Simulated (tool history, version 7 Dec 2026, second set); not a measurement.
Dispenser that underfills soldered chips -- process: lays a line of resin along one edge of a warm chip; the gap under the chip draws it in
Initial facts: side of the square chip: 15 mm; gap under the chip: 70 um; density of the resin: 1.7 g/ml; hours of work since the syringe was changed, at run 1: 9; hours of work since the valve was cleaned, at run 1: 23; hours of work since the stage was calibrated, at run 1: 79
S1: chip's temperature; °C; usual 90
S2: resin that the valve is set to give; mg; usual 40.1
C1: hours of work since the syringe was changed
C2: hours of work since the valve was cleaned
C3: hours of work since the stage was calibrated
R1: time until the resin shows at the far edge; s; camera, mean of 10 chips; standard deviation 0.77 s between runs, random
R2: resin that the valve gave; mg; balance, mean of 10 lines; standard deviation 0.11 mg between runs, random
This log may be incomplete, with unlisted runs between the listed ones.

run	hour	S1	S2	C1	C2	C3	R1	R2
1	0.0	90	40.1	9	23	79	139.2	39.35
# hour 2.3: new syringe of resin
2	6.3	82	40.1	3	27	83	124.5	39.36
3	11.7	82	40.1	6	31	86	164.1	39.13
# hour 17.6: new syringe of resin
4	19.9	97	40.1	2	36	92	64.0	38.90
5	29.3	90	39.1	8	43	98	134.0	37.90
# hour 32.7: new syringe of resin
6	34.5	90	39.1	1	46	101	82.3	37.74
7	42.0	88	40.1	6	51	106	131.6	38.69
# hour 47.8: new syringe of resin
# hour 49.2: dispensing valve cleaned and set on the balance
8	50.1	90	44.3	1	1	111	76.1	44.53
9	54.6	90	40.1	4	4	114	100.6	40.33
10	59.0	90	40.1	7	7	117	125.9	40.09
# hour 64.2: new syringe of resin
11	68.8	90	40.1	3	13	123	94.0	39.88
12	77.5	90	40.1	9	19	129	145.0	39.75
# hour 79.7: new syringe of resin
13	82.9	90	40.1	2	22	133	86.0	39.63
14	92.0	90	40.1	8	28	139	136.3	39.58
# hour 94.8: new syringe of resin
15	98.8	90	40.1	3	33	143	92.1	39.30
16	107.7	90	34.5	9	39	149	145.0	33.92
# hour 109.9: new syringe of resin
17	112.4	90	40.1	2	42	152	85.2	39.30
18	117.0	88	43.9	5	45	155	111.9	43.05
19	122.7	82	37.1	9	49	159	201.5	36.18
# hour 124.8: new syringe of resin
20	130.2	88	39.0	4	54	164	109.2	37.88
# hour 133.6: dispensing valve cleaned and set on the balance
21	140.2	86	39.4	10	4	170	184.8	39.32
# hour 141.3: new syringe of resin
22	144.9	86	39.4	2	7	173	104.1	39.24
23	152.5	101	41.7	8	13	178	86.8	41.39
# hour 156.9: new syringe of resin
24	160.6	98	40.7	3	18	183	65.4	40.38
25	170.1	97	45.9	9	24	190	111.5	45.20
# hour 172.5: new syringe of resin
26	178.8	97	45.9	4	30	195	77.0	45.12
27	183.2	100	42.1	7	33	198	86.0	41.33
# hour 187.9: new syringe of resin
28	188.5	89	43.0	0	36	202	81.6	42.05
29	193.2	89	34.8	4	39	205	108.6	33.98
30	201.7	98	47.7	9	45	211	110.1	46.46
# hour 203.3: new syringe of resin
31	206.6	98	47.7	2	48	214	63.8	46.14
32	211.6	81	47.7	6	52	217	165.6	46.36
# hour 217.4: dispensing valve cleaned and set on the balance
# hour 219.8: new syringe of resin
33	220.7	81	47.7	1	2	222	115.1	47.71
34	225.7	81	47.7	4	5	226	148.6	47.82

Below are 5 alternative next runs, each starting from the tool's condition after run 34. Predict each:
A	232.4	93	40.1	8	10	230	?	?
B	232.4	103	50.2	8	10	230	?	?
C	232.4	89	39.2	8	10	230	?	?
D	232.4	90	42.1	8	10	230	?	?
E	232.4	96	37.5	8	10	230	?	?

run	R1	R2
A	128.8	39.77
B	85.8	50.23
C	152.5	38.90
D	145.0	42.03
E	114.7	37.37
Had the tool no hidden state, the same runs would have come out as:
run	R1	R2
A	63.4	39.95
B	42.1	50.46
C	74.7	39.07
D	71.3	42.22
E	56.6	37.54
